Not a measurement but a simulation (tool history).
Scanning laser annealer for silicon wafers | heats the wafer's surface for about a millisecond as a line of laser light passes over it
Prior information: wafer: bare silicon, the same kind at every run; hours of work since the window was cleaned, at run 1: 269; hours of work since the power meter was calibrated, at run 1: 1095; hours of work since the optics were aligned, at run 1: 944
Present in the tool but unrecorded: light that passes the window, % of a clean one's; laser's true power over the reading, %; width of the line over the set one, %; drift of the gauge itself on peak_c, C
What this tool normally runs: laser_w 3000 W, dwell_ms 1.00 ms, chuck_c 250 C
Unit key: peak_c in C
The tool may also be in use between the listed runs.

run	hour	laser_w	dwell_ms	chuck_c	hours of work since the window was cleaned	hours of work since the power meter was calibrated	hours of work since the optics were aligned	peak_c
1	0.0	3000	1.00	250	269	1095	944	1039
2	40.1	3000	1.00	250	290	1116	965	1039
3	96.1	3000	1.00	250	320	1146	994	1036
# hour 115.6: window over the wafer cleaned
4	131.8	3000	1.00	250	8	1163	1012	1041
5	167.9	3000	1.00	250	27	1182	1031	1039
6	220.0	3000	0.73	250	55	1209	1058	934
7	253.3	3000	0.73	250	72	1227	1075	932
8	323.8	3000	1.00	250	109	1263	1112	1037
9	381.6	3000	1.00	250	139	1294	1142	1039
10	440.8	3000	1.00	250	170	1325	1173	1039
11	504.8	3000	1.00	250	203	1358	1207	1040
12	547.0	3000	1.00	235	225	1380	1229	1024
13	599.1	3000	1.00	235	253	1407	1256	1021
14	659.3	3000	1.00	235	284	1439	1287	1024
15	693.1	3232	1.00	235	302	1456	1305	1081
# hour 746.3: window over the wafer cleaned
16	762.5	3232	1.00	264	8	1492	1340	1118
17	796.1	3000	1.00	250	26	1509	1358	1041
18	861.0	3000	0.99	250	60	1543	1392	1035
19	930.5	3179	0.99	250	96	1579	1428	1078
20	988.9	3179	0.99	250	127	1610	1459	1084
21	1035.4	3179	0.99	250	151	1634	1483	1085
22	1087.4	3179	0.99	250	178	1661	1510	1082
23	1156.1	3179	0.99	250	214	1697	1546	1083
24	1197.3	3179	0.99	250	236	1719	1568	1082
25	1246.2	2737	1.00	225	261	1744	1593	938
26	1297.6	3061	1.00	250	288	1771	1620	1055
27	1359.4	2656	0.84	251	320	1804	1652	891
# hour 1378.3: window over the wafer cleaned
28	1419.9	3036	0.84	283	22	1834	1683	1019
29	1474.4	3036	0.84	283	50	1863	1711	1020
30	1505.6	2574	1.00	275	67	1879	1728	948
# hour 1516.4: optics aligned, line set to its width
31	1565.1	2574	1.00	275	95	1907	25	947
32	1594.1	2574	1.00	275	110	1923	41	947
33	1651.6	2653	1.00	236	140	1953	71	930
34	1706.1	2653	1.15	236	169	1981	99	978
35	1753.7	2653	1.15	236	194	2006	124	979
36	1804.3	2987	0.84	214	220	2032	150	938
37	1849.7	3000	1.00	258	244	2056	174	1047
38	1900.8	3000	1.00	267	270	2083	201	1054
39	1969.3	3000	1.16	221	306	2119	237	1064

Forecast each of these 3 alternatives for the next run:
A	2003.3	3000	1.00	259	324	2136	254	?
B	2003.3	3020	1.15	250	324	2136	254	?
C	2003.3	3000	0.87	262	324	2136	254	?

run	peak_c
A	1049
B	1092
C	1000
The same runs, with their run-to-run variation unchanged, on a tool lacking any hidden condition would have given:
run	peak_c
A	1051
B	1094
C	1001

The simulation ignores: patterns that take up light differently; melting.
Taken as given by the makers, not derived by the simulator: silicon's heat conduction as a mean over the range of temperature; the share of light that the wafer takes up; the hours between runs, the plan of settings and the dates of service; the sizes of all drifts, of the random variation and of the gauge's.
